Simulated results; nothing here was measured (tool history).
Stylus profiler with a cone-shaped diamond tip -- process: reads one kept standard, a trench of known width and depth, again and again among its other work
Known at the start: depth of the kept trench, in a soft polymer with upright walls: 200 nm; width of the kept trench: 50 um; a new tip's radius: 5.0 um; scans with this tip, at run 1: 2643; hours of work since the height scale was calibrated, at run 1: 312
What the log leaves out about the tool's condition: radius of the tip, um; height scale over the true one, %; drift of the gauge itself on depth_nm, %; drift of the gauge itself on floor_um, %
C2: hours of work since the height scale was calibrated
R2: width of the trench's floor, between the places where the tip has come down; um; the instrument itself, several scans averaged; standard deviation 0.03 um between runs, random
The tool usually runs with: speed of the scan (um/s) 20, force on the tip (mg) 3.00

{"run": 1, "hour": 0.0, "speed of the scan (um/s)": 20, "force on the tip (mg)": 3.0, "scans with this tip": 2643, "C2": 312, "depth of the trench (nm)": 202.26, "R2": 46.84}
{"run": 2, "hour": 40.5, "speed of the scan (um/s)": 20, "force on the tip (mg)": 3.0, "scans with this tip": 2879, "C2": 340, "depth of the trench (nm)": 202.29, "R2": 46.8}
{"run": 3, "hour": 85.2, "speed of the scan (um/s)": 20, "force on the tip (mg)": 3.0, "scans with this tip": 3140, "C2": 371, "depth of the trench (nm)": 202.2, "R2": 46.73}
{"run": 4, "hour": 165.7, "speed of the scan (um/s)": 20, "force on the tip (mg)": 3.69, "scans with this tip": 3609, "C2": 426, "depth of the trench (nm)": 202.6, "R2": 46.74}
{"run": 5, "hour": 218.1, "speed of the scan (um/s)": 20, "force on the tip (mg)": 3.0, "scans with this tip": 3915, "C2": 462, "depth of the trench (nm)": 202.23, "R2": 46.68}
{"run": 6, "hour": 294.8, "speed of the scan (um/s)": 31, "force on the tip (mg)": 3.0, "scans with this tip": 4363, "C2": 515, "depth of the trench (nm)": 202.22, "R2": 46.63}
{"run": 7, "hour": 384.2, "speed of the scan (um/s)": 9, "force on the tip (mg)": 3.0, "scans with this tip": 4885, "C2": 577, "depth of the trench (nm)": 202.22, "R2": 46.62}
{"run": 8, "hour": 435.1, "speed of the scan (um/s)": 9, "force on the tip (mg)": 2.91, "scans with this tip": 5182, "C2": 612, "depth of the trench (nm)": 201.99, "R2": 46.52}
{"run": 9, "hour": 501.7, "speed of the scan (um/s)": 9, "force on the tip (mg)": 2.91, "scans with this tip": 5571, "C2": 658, "depth of the trench (nm)": 202.09, "R2": 46.53}
{"run": 10, "hour": 599.5, "speed of the scan (um/s)": 9, "force on the tip (mg)": 2.91, "scans with this tip": 6141, "C2": 725, "depth of the trench (nm)": 202.01, "R2": 46.43}
{"run": 11, "hour": 640.2, "speed of the scan (um/s)": 9, "force on the tip (mg)": 2.91, "scans with this tip": 6379, "C2": 753, "depth of the trench (nm)": 202.03, "R2": 46.43}
{"run": 12, "hour": 697.1, "speed of the scan (um/s)": 20, "force on the tip (mg)": 3.0, "scans with this tip": 6711, "C2": 793, "depth of the trench (nm)": 202.2, "R2": 46.35}
{"run": 13, "hour": 760.6, "speed of the scan (um/s)": 20, "force on the tip (mg)": 3.32, "scans with this tip": 7081, "C2": 836, "depth of the trench (nm)": 202.05, "R2": 46.34}
{"run": 14, "hour": 813.0, "speed of the scan (um/s)": 20, "force on the tip (mg)": 3.32, "scans with this tip": 7387, "C2": 872, "depth of the trench (nm)": 202.22, "R2": 46.35}
{"run": 15, "hour": 877.9, "speed of the scan (um/s)": 20, "force on the tip (mg)": 3.32, "scans with this tip": 7766, "C2": 917, "depth of the trench (nm)": 202.14, "R2": 46.31}
{"run": 16, "hour": 957.7, "speed of the scan (um/s)": 20, "force on the tip (mg)": 1.04, "scans with this tip": 8231, "C2": 972, "depth of the trench (nm)": 200.49, "R2": 46.16}
{"run": 17, "hour": 1057.9, "speed of the scan (um/s)": 20, "force on the tip (mg)": 1.09, "scans with this tip": 8817, "C2": 1041, "depth of the trench (nm)": 200.58, "R2": 46.1}
{"run": 18, "hour": 1153.9, "speed of the scan (um/s)": 29, "force on the tip (mg)": 6.65, "scans with this tip": 9377, "C2": 1107, "depth of the trench (nm)": 203.71, "R2": 46.12}
{"run": 19, "hour": 1246.6, "speed of the scan (um/s)": 29, "force on the tip (mg)": 6.65, "scans with this tip": 9918, "C2": 1171, "depth of the trench (nm)": 203.6, "R2": 46.07}
{"run": 20, "hour": 1300.8, "speed of the scan (um/s)": 29, "force on the tip (mg)": 6.65, "scans with this tip": 10234, "C2": 1209, "depth of the trench (nm)": 203.44, "R2": 45.98}
{"run": 21, "hour": 1365.9, "speed of the scan (um/s)": 12, "force on the tip (mg)": 6.14, "scans with this tip": 10614, "C2": 1254, "depth of the trench (nm)": 203.32, "R2": 45.96}
{"run": 22, "hour": 1448.5, "speed of the scan (um/s)": 17, "force on the tip (mg)": 4.66, "scans with this tip": 11096, "C2": 1310, "depth of the trench (nm)": 202.57, "R2": 45.97}
{"run": 23, "hour": 1502.6, "speed of the scan (um/s)": 12, "force on the tip (mg)": 1.09, "scans with this tip": 11412, "C2": 1348, "depth of the trench (nm)": 200.34, "R2": 45.91}
{"run": 24, "hour": 1552.2, "speed of the scan (um/s)": 12, "force on the tip (mg)": 1.09, "scans with this tip": 11701, "C2": 1382, "depth of the trench (nm)": 200.37, "R2": 45.91}
{"run": 25, "hour": 1632.2, "speed of the scan (um/s)": 12, "force on the tip (mg)": 8.63, "scans with this tip": 12168, "C2": 1437, "depth of the trench (nm)": 204.06, "R2": 45.84}
{"run": 26, "hour": 1709.0, "speed of the scan (um/s)": 37, "force on the tip (mg)": 3.38, "scans with this tip": 12616, "C2": 1490, "depth of the trench (nm)": 201.86, "R2": 45.78}
{"run": 27, "hour": 1763.9, "speed of the scan (um/s)": 7, "force on the tip (mg)": 3.31, "scans with this tip": 12937, "C2": 1528, "depth of the trench (nm)": 201.59, "R2": 45.73}
{"run": 28, "hour": 1814.5, "speed of the scan (um/s)": 72, "force on the tip (mg)": 3.0, "scans with this tip": 13232, "C2": 1563, "depth of the trench (nm)": 201.52, "R2": 45.65}
{"run": 29, "hour": 1890.3, "speed of the scan (um/s)": 6, "force on the tip (mg)": 1.23, "scans with this tip": 13674, "C2": 1615, "depth of the trench (nm)": 200.36, "R2": 45.71}
{"run": 30, "hour": 1986.1, "speed of the scan (um/s)": 7, "force on the tip (mg)": 3.12, "scans with this tip": 14233, "C2": 1681, "depth of the trench (nm)": 201.43, "R2": 45.7}
{"run": 31, "hour": 2074.4, "speed of the scan (um/s)": 7, "force on the tip (mg)": 3.12, "scans with this tip": 14748, "C2": 1742, "depth of the trench (nm)": 201.34, "R2": 45.58}
{"run": 32, "hour": 2127.2, "speed of the scan (um/s)": 20, "force on the tip (mg)": 1.12, "scans with this tip": 15057, "C2": 1778, "depth of the trench (nm)": 200.21, "R2": 45.56}
{"run": 33, "hour": 2184.9, "speed of the scan (um/s)": 27, "force on the tip (mg)": 1.72, "scans with this tip": 15393, "C2": 1818, "depth of the trench (nm)": 200.48, "R2": 45.59}

What if the next run were any one of these 3? Each begins from the tool's condition after run 33:
{"run": "A", "hour": 2279.7, "speed of the scan (um/s)": 27, "force on the tip (mg)": 4.56, "scans with this tip": 15947, "C2": 1883, "depth of the trench (nm)": "?", "R2": "?"}
{"run": "B", "hour": 2279.7, "speed of the scan (um/s)": 15, "force on the tip (mg)": 3.55, "scans with this tip": 15947, "C2": 1883, "depth of the trench (nm)": "?", "R2": "?"}
{"run": "C", "hour": 2279.7, "speed of the scan (um/s)": 49, "force on the tip (mg)": 1.12, "scans with this tip": 15947, "C2": 1883, "depth of the trench (nm)": "?", "R2": "?"}

run=A depth_of_the_trench_(nm)=202.06 R2=45.47
run=B depth_of_the_trench_(nm)=201.47 R2=45.53
run=C depth_of_the_trench_(nm)=199.77 R2=45.38
What these runs would have given with no unlogged condition in the tool:
run=A depth_of_the_trench_(nm)=203.41 R2=47.12
run=B depth_of_the_trench_(nm)=202.81 R2=47.17
run=C depth_of_the_trench_(nm)=201.11 R2=47.02

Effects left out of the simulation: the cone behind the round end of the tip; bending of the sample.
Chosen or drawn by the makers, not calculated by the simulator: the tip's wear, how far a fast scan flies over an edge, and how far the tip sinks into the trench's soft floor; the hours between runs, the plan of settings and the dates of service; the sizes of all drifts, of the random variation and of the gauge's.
